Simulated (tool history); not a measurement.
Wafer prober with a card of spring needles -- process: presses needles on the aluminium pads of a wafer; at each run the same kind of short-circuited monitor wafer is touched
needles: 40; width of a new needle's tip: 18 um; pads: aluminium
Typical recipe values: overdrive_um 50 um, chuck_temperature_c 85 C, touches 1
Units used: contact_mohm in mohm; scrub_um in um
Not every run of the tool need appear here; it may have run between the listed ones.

{"run": 1, "day": 0.0, "overdrive_um": 50, "chuck_temperature_c": 85, "touches": 1, "contact_mohm": 241, "scrub_um": 11.17}
{"day": 0.221, "done": "tips cleaned on abrasive film"}
{"day": 0.496, "done": "tips cleaned on abrasive film"}
{"run": 2, "day": 0.562, "overdrive_um": 50, "chuck_temperature_c": 35, "touches": 1, "contact_mohm": 254, "scrub_um": 11.13}
{"day": 0.729, "done": "tips cleaned on abrasive film"}
{"day": 0.95, "done": "tips cleaned on abrasive film"}
{"day": 1.167, "done": "tips cleaned on abrasive film"}
{"day": 1.442, "done": "tips cleaned on abrasive film"}
{"run": 3, "day": 1.479, "overdrive_um": 50, "chuck_temperature_c": 85, "touches": 1, "contact_mohm": 255, "scrub_um": 11.04}
{"day": 1.7, "done": "tips cleaned on abrasive film"}
{"day": 1.975, "done": "tips cleaned on abrasive film"}
{"day": 2.246, "done": "tips cleaned on abrasive film"}
{"day": 2.467, "done": "tips cleaned on abrasive film"}
{"day": 2.704, "done": "tips cleaned on abrasive film"}
{"run": 4, "day": 2.704, "overdrive_um": 50, "chuck_temperature_c": 85, "touches": 3, "contact_mohm": 228, "scrub_um": 11.03}
{"day": 2.921, "done": "tips cleaned on abrasive film"}
{"day": 3.196, "done": "tips cleaned on abrasive film"}
{"day": 3.467, "done": "tips cleaned on abrasive film"}
{"day": 3.479, "done": "height of the first contact set anew"}
{"day": 3.75, "done": "tips cleaned on abrasive film"}
{"day": 3.971, "done": "tips cleaned on abrasive film"}
{"run": 5, "day": 3.971, "overdrive_um": 30, "chuck_temperature_c": 85, "touches": 1, "contact_mohm": 260, "scrub_um": 6.8}
{"day": 4.246, "done": "tips cleaned on abrasive film"}
{"day": 4.467, "done": "tips cleaned on abrasive film"}
{"run": 6, "day": 4.579, "overdrive_um": 50, "chuck_temperature_c": 85, "touches": 1, "contact_mohm": 271, "scrub_um": 11.29}
{"day": 4.692, "done": "tips cleaned on abrasive film"}
{"day": 4.967, "done": "tips cleaned on abrasive film"}
{"day": 5.183, "done": "tips cleaned on abrasive film"}
{"day": 5.458, "done": "tips cleaned on abrasive film"}
{"run": 7, "day": 5.571, "overdrive_um": 67, "chuck_temperature_c": 85, "touches": 1, "contact_mohm": 251, "scrub_um": 15.05}
{"day": 5.683, "done": "tips cleaned on abrasive film"}
{"day": 5.904, "done": "tips cleaned on abrasive film"}
{"day": 6.175, "done": "tips cleaned on abrasive film"}
{"day": 6.45, "done": "tips cleaned on abrasive film"}
{"run": 8, "day": 6.558, "overdrive_um": 50, "chuck_temperature_c": 85, "touches": 1, "contact_mohm": 280, "scrub_um": 11.09}
{"day": 6.671, "done": "tips cleaned on abrasive film"}
{"day": 6.946, "done": "tips cleaned on abrasive film"}
{"day": 7.162, "done": "tips cleaned on abrasive film"}
{"day": 7.438, "done": "tips cleaned on abrasive film"}
{"run": 9, "day": 7.5, "overdrive_um": 50, "chuck_temperature_c": 85, "touches": 1, "contact_mohm": 261, "scrub_um": 11.02}
{"day": 7.662, "done": "tips cleaned on abrasive film"}
{"day": 7.883, "done": "tips cleaned on abrasive film"}
{"day": 8.104, "done": "tips cleaned on abrasive film"}
{"day": 8.379, "done": "tips cleaned on abrasive film"}
{"run": 10, "day": 8.517, "overdrive_um": 50, "chuck_temperature_c": 85, "touches": 3, "contact_mohm": 254, "scrub_um": 10.92}
{"day": 8.629, "done": "tips cleaned on abrasive film"}
{"day": 8.9, "done": "tips cleaned on abrasive film"}
{"day": 8.912, "done": "height of the first contact set anew"}
{"day": 9.188, "done": "tips cleaned on abrasive film"}
{"day": 9.408, "done": "tips cleaned on abrasive film"}
{"day": 9.654, "done": "tips cleaned on abrasive film"}
{"run": 11, "day": 9.654, "overdrive_um": 31, "chuck_temperature_c": 85, "touches": 1, "contact_mohm": 262, "scrub_um": 6.98}
{"day": 9.929, "done": "tips cleaned on abrasive film"}
{"day": 10.2, "done": "tips cleaned on abrasive film"}
{"day": 10.471, "done": "tips cleaned on abrasive film"}
{"day": 10.971, "done": "card fitted with new needles"}
{"day": 11.221, "done": "tips cleaned on abrasive film"}
{"run": 12, "day": 11.221, "overdrive_um": 50, "chuck_temperature_c": 108, "touches": 1, "contact_mohm": 224, "scrub_um": 11.39}
{"day": 11.496, "done": "tips cleaned on abrasive film"}
{"day": 11.771, "done": "tips cleaned on abrasive film"}
{"day": 12.046, "done": "tips cleaned on abrasive film"}
{"run": 13, "day": 12.175, "overdrive_um": 50, "chuck_temperature_c": 85, "touches": 1, "contact_mohm": 258, "scrub_um": 11.28}
{"day": 12.288, "done": "tips cleaned on abrasive film"}
{"day": 12.508, "done": "tips cleaned on abrasive film"}
{"day": 12.779, "done": "tips cleaned on abrasive film"}
{"day": 13.05, "done": "tips cleaned on abrasive film"}
{"run": 14, "day": 13.208, "overdrive_um": 50, "chuck_temperature_c": 98, "touches": 1, "contact_mohm": 267, "scrub_um": 11.17}
{"day": 13.321, "done": "tips cleaned on abrasive film"}
{"day": 13.592, "done": "tips cleaned on abrasive film"}
{"run": 15, "day": 13.746, "overdrive_um": 38, "chuck_temperature_c": 85, "touches": 1, "contact_mohm": 294, "scrub_um": 8.35}
{"day": 13.858, "done": "tips cleaned on abrasive film"}
{"day": 14.129, "done": "tips cleaned on abrasive film"}
{"day": 14.404, "done": "tips cleaned on abrasive film"}
{"day": 14.679, "done": "tips cleaned on abrasive film"}
{"run": 16, "day": 14.804, "overdrive_um": 38, "chuck_temperature_c": 85, "touches": 1, "contact_mohm": 300, "scrub_um": 8.25}
{"day": 14.917, "done": "tips cleaned on abrasive film"}
{"day": 15.138, "done": "tips cleaned on abrasive film"}
{"day": 15.412, "done": "tips cleaned on abrasive film"}
{"day": 15.683, "done": "tips cleaned on abrasive film"}
{"run": 17, "day": 15.896, "overdrive_um": 64, "chuck_temperature_c": 85, "touches": 2, "contact_mohm": 238, "scrub_um": 14.08}
{"day": 15.954, "done": "tips cleaned on abrasive film"}
{"day": 16.229, "done": "tips cleaned on abrasive film"}
{"day": 16.404, "done": "height of the first contact set anew"}
{"day": 16.517, "done": "tips cleaned on abrasive film"}
{"run": 18, "day": 16.708, "overdrive_um": 64, "chuck_temperature_c": 85, "touches": 2, "contact_mohm": 233, "scrub_um": 14.51}
{"day": 16.767, "done": "tips cleaned on abrasive film"}
{"day": 17.038, "done": "tips cleaned on abrasive film"}
{"day": 17.254, "done": "tips cleaned on abrasive film"}
{"day": 17.529, "done": "tips cleaned on abrasive film"}
{"run": 19, "day": 17.608, "overdrive_um": 64, "chuck_temperature_c": 85, "touches": 2, "contact_mohm": 228, "scrub_um": 14.47}
{"day": 17.775, "done": "tips cleaned on abrasive film"}
{"day": 18.046, "done": "tips cleaned on abrasive film"}
{"day": 18.267, "done": "tips cleaned on abrasive film"}
{"run": 20, "day": 18.479, "overdrive_um": 64, "chuck_temperature_c": 85, "touches": 2, "contact_mohm": 242, "scrub_um": 14.35}
{"day": 18.538, "done": "tips cleaned on abrasive film"}
{"day": 18.812, "done": "tips cleaned on abrasive film"}
{"day": 19.033, "done": "tips cleaned on abrasive film"}
{"day": 19.308, "done": "tips cleaned on abrasive film"}
{"run": 21, "day": 19.358, "overdrive_um": 50, "chuck_temperature_c": 33, "touches": 3, "contact_mohm": 217, "scrub_um": 11.08}

Run 22 is up next; what results do you expect?
{"day": 19.579, "done": "tips cleaned on abrasive film"}
{"day": 19.854, "done": "tips cleaned on abrasive film"}
{"day": 20.129, "done": "tips cleaned on abrasive film"}
{"day": 20.346, "done": "tips cleaned on abrasive film"}
{"run": 22, "day": 20.546, "overdrive_um": 36, "chuck_temperature_c": 29, "touches": 1, "contact_mohm": "?", "scrub_um": "?"}

{"run 22": {"contact_mohm": 327, "scrub_um": 7.79}}
Minus the tool's unlogged condition, the same run would have read contact_mohm 209 mohm, scrub_um 8.17 um.
